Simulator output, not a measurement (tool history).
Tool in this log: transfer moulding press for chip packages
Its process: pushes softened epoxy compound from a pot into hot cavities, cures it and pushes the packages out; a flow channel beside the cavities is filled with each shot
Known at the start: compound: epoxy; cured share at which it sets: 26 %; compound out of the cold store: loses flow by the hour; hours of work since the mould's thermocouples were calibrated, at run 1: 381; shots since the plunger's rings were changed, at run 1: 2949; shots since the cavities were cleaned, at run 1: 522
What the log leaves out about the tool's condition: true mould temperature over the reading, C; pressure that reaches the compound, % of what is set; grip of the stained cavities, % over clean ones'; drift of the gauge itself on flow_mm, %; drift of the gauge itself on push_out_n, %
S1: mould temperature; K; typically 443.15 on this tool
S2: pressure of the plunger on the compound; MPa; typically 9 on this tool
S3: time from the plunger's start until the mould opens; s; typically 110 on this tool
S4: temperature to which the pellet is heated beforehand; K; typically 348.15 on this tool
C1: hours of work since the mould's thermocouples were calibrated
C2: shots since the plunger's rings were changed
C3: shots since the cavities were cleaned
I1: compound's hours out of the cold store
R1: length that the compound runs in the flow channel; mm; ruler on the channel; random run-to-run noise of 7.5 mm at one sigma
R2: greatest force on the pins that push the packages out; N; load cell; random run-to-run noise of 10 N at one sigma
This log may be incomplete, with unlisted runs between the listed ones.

| run | hour | S1 | S2 | S3 | S4 | C1 | C2 | C3 | I1 | R1 | R2 |
|---|---|---|---|---|---|---|---|---|---|---|---|
| 1 | 0 | 443.15 | 9 | 110 | 348.15 | 381 | 2949 | 522 | 28.8 | 768 | 453 |
|  | 55.5 | cavities cleaned with cleaning compound and waxed |
| 2 | 58.4 | 443.15 | 9 | 110 | 348.15 | 417 | 3568 | 31 | 30.6 | 765 | 471 |
| 3 | 120.8 | 443.15 | 9 | 110 | 348.15 | 457 | 4249 | 712 | 34.4 | 748 | 424 |
|  | 161.5 | cavities cleaned with cleaning compound and waxed |
| 4 | 204.7 | 443.15 | 9 | 94 | 348.15 | 510 | 5146 | 470 | 29 | 760 | 623 |
|  | 265.5 | cavities cleaned with cleaning compound and waxed |
| 5 | 283.8 | 443.15 | 9 | 94 | 348.15 | 560 | 5992 | 200 | 25 | 796 | 593 |
| 6 | 349.2 | 443.15 | 9 | 135 | 348.15 | 602 | 6704 | 912 | 27.9 | 764 | 412 |
|  | 369.5 | cavities cleaned with cleaning compound and waxed |
|  | 378.6 | plunger's sealing rings changed |
| 7 | 431.4 | 443.15 | 9 | 110 | 348.15 | 653 | 575 | 647 | 41.8 | 709 | 474 |
|  | 476.5 | cavities cleaned with cleaning compound and waxed |
| 8 | 508.6 | 443.15 | 9 | 110 | 348.15 | 701 | 1400 | 350 | 34.6 | 737 | 458 |
| 9 | 551.8 | 443.15 | 9 | 110 | 348.15 | 729 | 1870 | 820 | 35 | 736 | 456 |
|  | 580.8 | cavities cleaned with cleaning compound and waxed |
|  | 597.8 | mould's thermocouples calibrated |
| 10 | 624.7 | 443.15 | 9 | 110 | 348.15 | 17 | 2626 | 455 | 15.1 | 851 | 451 |
|  | 686.7 | cavities cleaned with cleaning compound and waxed |
| 11 | 716.4 | 443.15 | 9 | 110 | 348.15 | 75 | 3609 | 323 | 33.2 | 750 | 460 |
| 12 | 759.7 | 443.15 | 9 | 110 | 348.15 | 103 | 4082 | 796 | 37.2 | 734 | 448 |
|  | 792.9 | cavities cleaned with cleaning compound and waxed |
| 13 | 827.4 | 446.15 | 9 | 110 | 348.15 | 146 | 4802 | 375 | 40.3 | 696 | 417 |
|  | 899.2 | cavities cleaned with cleaning compound and waxed |
| 14 | 913.1 | 446.15 | 9 | 110 | 348.15 | 200 | 5719 | 150 | 40.9 | 695 | 413 |
|  | 1000.3 | cavities cleaned with cleaning compound and waxed |
| 15 | 1002 | 446.15 | 7.28 | 110 | 348.15 | 256 | 6671 | 18 | 39 | 639 | 433 |
|  | 1036 | plunger's sealing rings changed |
| 16 | 1093.8 | 446.15 | 7.28 | 130 | 350.15 | 313 | 630 | 992 | 35.8 | 656 | 432 |
|  | 1107.9 | cavities cleaned with cleaning compound and waxed |
| 17 | 1133.8 | 443.15 | 9.5 | 115 | 348.15 | 338 | 1049 | 282 | 44.3 | 716 | 441 |
| 18 | 1202.3 | 443.15 | 9.5 | 115 | 348.15 | 382 | 1795 | 1028 | 28 | 800 | 431 |
|  | 1210.3 | cavities cleaned with cleaning compound and waxed |
| 19 | 1263.5 | 436.15 | 9.5 | 93 | 356.15 | 420 | 2446 | 579 | 46.3 | 707 | 926 |
|  | 1314.9 | cavities cleaned with cleaning compound and waxed |
| 20 | 1326.4 | 438.15 | 9 | 110 | 348.15 | 460 | 3115 | 125 | 36.2 | 750 | 577 |
|  | 1418.1 | cavities cleaned with cleaning compound and waxed |
| 21 | 1418.1 | 438.15 | 9 | 110 | 348.15 | 518 | 4097 | 0 | 12.6 | 896 | 625 |
| 22 | 1485.2 | 438.15 | 9 | 110 | 348.15 | 561 | 4829 | 732 | 40.4 | 718 | 588 |
|  | 1523.6 | cavities cleaned with cleaning compound and waxed |
| 23 | 1535.4 | 443.15 | 7.14 | 110 | 351.15 | 592 | 5360 | 130 | 35.4 | 660 | 453 |
| 24 | 1588.4 | 447.15 | 7.88 | 131 | 341.15 | 626 | 5936 | 706 | 30.2 | 710 | 404 |
|  | 1628.3 | cavities cleaned with cleaning compound and waxed |
| 25 | 1629 | 437.15 | 9.66 | 93 | 353.15 | 651 | 6362 | 7 | 47.2 | 714 | 852 |
| 26 | 1674.2 | 437.15 | 9.66 | 93 | 353.15 | 681 | 6855 | 500 | 40.1 | 756 | 870 |
|  | 1688.8 | plunger's sealing rings changed |
| 27 | 1728.7 | 437.15 | 9.66 | 147 | 356.15 | 714 | 434 | 1066 | 11.5 | 931 | 440 |

4 ways to go on from here, each from the tool as it stands after run 27. What would each give?
|  | 1738.2 | cavities cleaned with cleaning compound and waxed |
| A | 1786.2 | 444.15 | 10.26 | 110 | 348.15 | 750 | 1044 | 522 | 10.8 | ? | ? |
|  | 1738.2 | cavities cleaned with cleaning compound and waxed |
| B | 1786.2 | 443.15 | 9.66 | 100 | 356.15 | 750 | 1044 | 522 | 37 | ? | ? |
|  | 1738.2 | cavities cleaned with cleaning compound and waxed |
| C | 1786.2 | 437.15 | 10.64 | 147 | 354.15 | 750 | 1044 | 522 | 15.3 | ? | ? |
|  | 1738.2 | cavities cleaned with cleaning compound and waxed |
| D | 1786.2 | 436.15 | 10.5 | 132 | 348.15 | 750 | 1044 | 522 | 9.9 | ? | ? |

| run | R1 | R2 |
|---|---|---|
| A | 940 | 476 |
| B | 763 | 496 |
| C | 950 | 441 |
| D | 976 | 506 |
What these runs would have given with no unlogged condition in the tool:
| run | R1 | R2 |
|---|---|---|
| A | 940 | 470 |
| B | 763 | 489 |
| C | 951 | 436 |
| D | 976 | 499 |
